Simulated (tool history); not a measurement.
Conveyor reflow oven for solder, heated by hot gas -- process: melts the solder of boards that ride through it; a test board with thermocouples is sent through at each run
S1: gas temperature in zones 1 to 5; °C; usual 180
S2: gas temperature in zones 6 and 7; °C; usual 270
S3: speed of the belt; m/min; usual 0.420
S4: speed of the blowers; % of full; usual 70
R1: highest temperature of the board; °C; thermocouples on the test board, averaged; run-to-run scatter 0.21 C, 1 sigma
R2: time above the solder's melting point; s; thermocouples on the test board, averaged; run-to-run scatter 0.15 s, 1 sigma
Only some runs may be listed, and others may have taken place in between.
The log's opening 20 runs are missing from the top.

| run | hour | S1 | S2 | S3 | S4 | R1 | R2 |
|---|---|---|---|---|---|---|---|
| 21 | 400.2 | 194 | 271 | 0.420 | 62 | 255.9 | 76.1 |
| 22 | 415.8 | 194 | 271 | 0.427 | 54 | 254.0 | 72.7 |
| 23 | 439.4 | 194 | 266 | 0.427 | 84 | 254.1 | 73.7 |
| 24 | 455.8 | 194 | 266 | 0.427 | 84 | 253.7 | 73.9 |
| 25 | 467.6 | 194 | 277 | 0.457 | 51 | 255.5 | 68.4 |
| 26 | 479.6 | 193 | 277 | 0.457 | 51 | 255.6 | 67.8 |
| 27 | 494.1 | 181 | 284 | 0.420 | 75 | 266.8 | 76.2 |
| 28 | 508.0 | 167 | 284 | 0.420 | 70 | 263.1 | 69.1 |
| 29 | 526.0 | 167 | 284 | 0.389 | 67 | 265.5 | 76.3 |
| 30 | 548.1 | 167 | 284 | 0.389 | 67 | 265.5 | 76.3 |

What if the next run were any one of these 4? Each begins from the tool's condition after run 30:
| A | 565.4 | 195 | 270 | 0.420 | 54 | ? | ? |
| B | 565.4 | 180 | 274 | 0.420 | 53 | ? | ? |
| C | 565.4 | 167 | 264 | 0.352 | 56 | ? | ? |
| D | 565.4 | 171 | 274 | 0.470 | 67 | ? | ? |

| run | R1 | R2 |
|---|---|---|
| A | 253.3 | 74.2 |
| B | 253.4 | 66.4 |
| C | 248.7 | 71.0 |
| D | 250.6 | 53.7 |
Without the tool's unlogged condition, the same runs would have read:
| run | R1 | R2 |
|---|---|---|
| A | 255.2 | 75.8 |
| B | 255.5 | 68.4 |
| C | 250.7 | 73.5 |
| D | 253.2 | 56.1 |

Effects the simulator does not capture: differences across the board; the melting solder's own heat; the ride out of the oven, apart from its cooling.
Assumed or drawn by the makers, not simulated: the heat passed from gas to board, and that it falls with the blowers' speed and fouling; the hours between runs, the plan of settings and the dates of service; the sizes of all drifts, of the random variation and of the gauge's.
